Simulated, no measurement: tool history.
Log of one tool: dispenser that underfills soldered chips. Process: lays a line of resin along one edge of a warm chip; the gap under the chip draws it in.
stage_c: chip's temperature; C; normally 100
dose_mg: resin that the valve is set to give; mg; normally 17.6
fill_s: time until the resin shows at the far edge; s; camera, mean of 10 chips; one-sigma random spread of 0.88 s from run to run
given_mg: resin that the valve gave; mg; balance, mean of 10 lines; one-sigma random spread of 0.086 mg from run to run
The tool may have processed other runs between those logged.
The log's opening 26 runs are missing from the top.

-- hour=274.2 new syringe of resin
run 27 hour=280.1 | stage_c=92 dose_mg=19.6 | fill_s=149.5 given_mg=18.96
run 28 hour=286.3 | stage_c=92 dose_mg=19.6 | fill_s=197.9 given_mg=18.78
-- hour=292.6 new syringe of resin
run 29 hour=297.6 | stage_c=88 dose_mg=22.8 | fill_s=163.4 given_mg=21.87
run 30 hour=308.2 | stage_c=88 dose_mg=17.0 | fill_s=282.8 given_mg=16.36
-- hour=310.6 new syringe of resin
-- hour=311.6 dispensing valve cleaned and set on the balance
run 31 hour=316.1 | stage_c=90 dose_mg=17.0 | fill_s=152.4 given_mg=16.97
run 32 hour=327.7 | stage_c=94 dose_mg=20.2 | fill_s=213.1 given_mg=19.98
-- hour=329.4 new syringe of resin
run 33 hour=337.9 | stage_c=87 dose_mg=17.2 | fill_s=206.9 given_mg=17.04
-- hour=346.7 new syringe of resin
run 34 hour=352.6 | stage_c=98 dose_mg=17.8 | fill_s=117.3 given_mg=17.37

Consider 4 possible next runs. They are alternatives, not a sequence: every one starts from the tool as it was left by run 34. What does each give?
run A hour=358.8 | stage_c=89 dose_mg=19.2 | fill_s=? given_mg=?
run B hour=358.8 | stage_c=103 dose_mg=17.8 | fill_s=? given_mg=?
run C hour=358.8 | stage_c=87 dose_mg=17.4 | fill_s=? given_mg=?
run D hour=358.8 | stage_c=100 dose_mg=16.9 | fill_s=? given_mg=?

run=A fill_s=224.6 given_mg=18.71
run=B fill_s=126.9 given_mg=17.40
run=C fill_s=242.9 given_mg=17.10
run=D fill_s=142.4 given_mg=16.64
The same runs, with their run-to-run variation unchanged, on a tool lacking any hidden condition would have given:
run=A fill_s=132.1 given_mg=19.16
run=B fill_s=74.4 given_mg=17.81
run=C fill_s=142.5 given_mg=17.52
run=D fill_s=83.3 given_mg=17.04
